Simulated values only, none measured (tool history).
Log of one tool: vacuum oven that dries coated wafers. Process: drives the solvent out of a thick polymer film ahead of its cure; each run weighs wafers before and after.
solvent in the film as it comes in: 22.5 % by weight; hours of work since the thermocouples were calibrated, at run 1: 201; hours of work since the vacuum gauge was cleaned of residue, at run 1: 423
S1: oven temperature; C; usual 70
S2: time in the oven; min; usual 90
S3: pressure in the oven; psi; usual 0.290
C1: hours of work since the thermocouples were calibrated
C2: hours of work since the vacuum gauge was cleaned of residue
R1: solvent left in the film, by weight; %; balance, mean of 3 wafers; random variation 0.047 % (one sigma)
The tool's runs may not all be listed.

run,hour,S1,S2,S3,C1,C2,R1
1,0.0,70,90,0.290,201,423,4.45
2,33.1,70,90,0.376,216,438,4.95
3,67.7,70,90,0.376,231,454,4.95
4,135.8,70,90,0.376,263,485,4.90
5,170.2,70,90,0.376,278,500,4.89
6,238.5,70,90,0.157,309,532,3.75
7,310.3,70,90,0.157,342,564,3.66
8,369.4,70,90,0.157,369,591,3.75
9,422.2,70,90,0.157,393,615,3.74
10,473.1,70,90,0.157,416,639,3.75
11,503.0,70,90,0.157,430,652,3.70
12,552.7,70,65,0.157,453,675,5.57
13,622.7,70,65,0.157,485,707,5.55
14,668.9,70,65,0.157,506,728,5.53
15,719.4,56,90,0.290,529,751,11.98
16,770.6,56,90,0.290,552,774,12.20
17,828.1,74,90,0.290,579,801,2.89
18,866.3,74,90,0.290,596,818,2.85
19,918.0,74,90,0.434,620,842,3.61
20,953.6,74,90,0.434,636,858,3.67
21,989.1,74,90,0.434,652,874,3.67
22,1019.3,74,90,0.434,666,888,3.67
23,1079.2,74,90,0.434,693,915,3.62
24,1145.7,74,90,0.434,723,946,3.65
25,1188.2,70,57,1.056,743,965,10.70
26,1238.4,70,57,1.056,766,988,10.72
# hour 1280.0: oven's thermocouples calibrated
27,1304.7,70,138,0.848,11,1017,6.23
28,1352.2,70,138,0.499,33,1039,4.15
29,1415.2,62,90,0.290,62,1068,8.90
30,1480.8,59,58,0.682,92,1098,14.88
31,1535.4,59,58,0.682,117,1123,15.07
32,1593.0,84,47,0.290,143,1149,1.96
33,1647.5,70,79,0.162,168,1174,4.38
34,1701.8,67,48,0.197,192,1198,9.38
35,1768.7,70,155,0.657,223,1229,4.84
36,1809.9,70,90,1.099,242,1248,9.11
37,1847.5,79,90,0.284,259,1265,1.72
38,1890.1,70,49,0.418,278,1284,8.73
39,1962.4,70,49,0.418,311,1317,8.51
40,2007.4,70,49,0.418,332,1338,8.44
# hour 2024.9: vacuum gauge cleaned of residue and calibrated
41,2053.3,67,90,1.121,352,13,10.88
42,2096.7,80,90,0.290,372,33,1.55
43,2141.4,80,45,0.158,392,53,2.91
44,2176.6,70,132,0.644,408,69,5.09
45,2222.9,60,90,0.290,430,90,9.92
46,2270.6,60,90,0.290,451,112,9.86
47,2305.8,60,90,0.290,467,128,9.93

3 ways to go on from here, each from the tool as it stands after run 47. What would each give?
A,2335.8,67,88,0.473,481,142,?
B,2335.8,70,90,0.442,481,142,?
C,2335.8,77,51,0.196,481,142,?

run,R1
A,7.18
B,5.37
C,3.62
Without the tool's hidden state the same runs would have given:
run,R1
A,7.15
B,5.35
C,3.60

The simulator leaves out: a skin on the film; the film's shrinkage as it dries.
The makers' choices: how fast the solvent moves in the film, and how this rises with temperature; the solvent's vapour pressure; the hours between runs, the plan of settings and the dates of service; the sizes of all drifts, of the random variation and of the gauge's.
